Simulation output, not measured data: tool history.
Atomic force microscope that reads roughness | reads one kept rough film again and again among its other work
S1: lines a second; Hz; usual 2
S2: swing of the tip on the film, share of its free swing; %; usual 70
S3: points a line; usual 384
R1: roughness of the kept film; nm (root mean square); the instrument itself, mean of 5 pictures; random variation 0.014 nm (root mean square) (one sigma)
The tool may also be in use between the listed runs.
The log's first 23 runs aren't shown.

{"hour": 264.3, "done": "new tip fitted"}
{"run": 24, "hour": 266.2, "S1": 0.64, "S2": 86, "S3": 956, "R1": 3.527}
{"run": 25, "hour": 281.2, "S1": 0.64, "S2": 86, "S3": 956, "R1": 3.489}
{"run": 26, "hour": 291.9, "S1": 0.57, "S2": 85, "S3": 956, "R1": 3.484}
{"run": 27, "hour": 309.9, "S1": 3.25, "S2": 61, "S3": 419, "R1": 3.279}
{"run": 28, "hour": 325.1, "S1": 0.5, "S2": 83, "S3": 461, "R1": 3.404}
{"run": 29, "hour": 334.2, "S1": 1.17, "S2": 74, "S3": 940, "R1": 3.312}
{"run": 30, "hour": 346.7, "S1": 2.05, "S2": 84, "S3": 740, "R1": 2.891}
{"run": 31, "hour": 355.9, "S1": 2.05, "S2": 84, "S3": 410, "R1": 2.857}
{"run": 32, "hour": 367.1, "S1": 1.03, "S2": 55, "S3": 359, "R1": 3.335}
{"run": 33, "hour": 376.2, "S1": 0.98, "S2": 90, "S3": 456, "R1": 2.989}
{"run": 34, "hour": 388.4, "S1": 0.56, "S2": 61, "S3": 456, "R1": 3.298}
{"run": 35, "hour": 397.4, "S1": 2.2, "S2": 70, "S3": 914, "R1": 2.997}
{"hour": 398.7, "done": "new tip fitted"}
{"run": 36, "hour": 407.9, "S1": 2.25, "S2": 70, "S3": 677, "R1": 3.424}
{"run": 37, "hour": 420.0, "S1": 2.25, "S2": 70, "S3": 677, "R1": 3.381}
{"run": 38, "hour": 431.8, "S1": 2.25, "S2": 70, "S3": 677, "R1": 3.359}
{"run": 39, "hour": 442.6, "S1": 0.78, "S2": 74, "S3": 495, "R1": 3.491}
{"run": 40, "hour": 458.5, "S1": 1.53, "S2": 72, "S3": 956, "R1": 3.314}
{"run": 41, "hour": 467.3, "S1": 1.53, "S2": 85, "S3": 267, "R1": 3.037}
{"run": 42, "hour": 483.7, "S1": 1.53, "S2": 85, "S3": 267, "R1": 2.995}
{"run": 43, "hour": 498.5, "S1": 0.56, "S2": 86, "S3": 431, "R1": 3.234}
{"run": 44, "hour": 514.8, "S1": 2, "S2": 72, "S3": 733, "R1": 3.057}
{"run": 45, "hour": 527.2, "S1": 1.77, "S2": 60, "S3": 656, "R1": 3.213}
{"hour": 533.4, "done": "new tip fitted"}
{"run": 46, "hour": 535.7, "S1": 1.77, "S2": 60, "S3": 656, "R1": 3.582}
{"run": 47, "hour": 546.2, "S1": 0.95, "S2": 74, "S3": 583, "R1": 3.529}

Run 48 comes next. What will it give?
{"run": 48, "hour": 554.4, "S1": 0.95, "S2": 74, "S3": 583, "R1": "?"}

{"run 48": {"R1": 3.522}}
Without the tool's hidden state the same run would have given R1 3.62 nm (root mean square).
